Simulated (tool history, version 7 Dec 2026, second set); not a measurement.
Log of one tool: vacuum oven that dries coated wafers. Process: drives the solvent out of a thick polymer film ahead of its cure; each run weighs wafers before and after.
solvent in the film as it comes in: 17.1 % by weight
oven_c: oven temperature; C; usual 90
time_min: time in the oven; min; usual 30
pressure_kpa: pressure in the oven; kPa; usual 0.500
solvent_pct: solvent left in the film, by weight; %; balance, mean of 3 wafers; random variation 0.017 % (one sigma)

run	day	oven_c	time_min	pressure_kpa	solvent_pct
1	0.000	90	30	0.500	0.90
2	0.388	87	30	0.500	1.28
3	1.008	99	30	0.500	0.28
4	1.608	90	30	0.500	0.89
5	2.221	90	30	0.321	0.81
6	2.804	90	29	1.332	1.18
7	3.458	90	44	0.500	0.36
8	4.179	93	32	0.500	0.52
9	4.667	103	16	0.535	0.93
10	5.150	79	17	0.331	5.23

5 ways to go on from here, each from the tool as it stands after run 10. What would each give?
A	5.592	79	20	0.294	?
B	5.592	102	38	0.504	?
C	5.592	88	29	0.342	?
D	5.592	79	17	0.443	?
E	5.592	98	16	0.905	?

run	solvent_pct
A	4.47
B	0.17
C	1.13
D	5.28
E	1.64
Without the tool's hidden state the same runs would have given:
run	solvent_pct
A	4.50
B	0.16
C	1.14
D	5.31
E	1.66
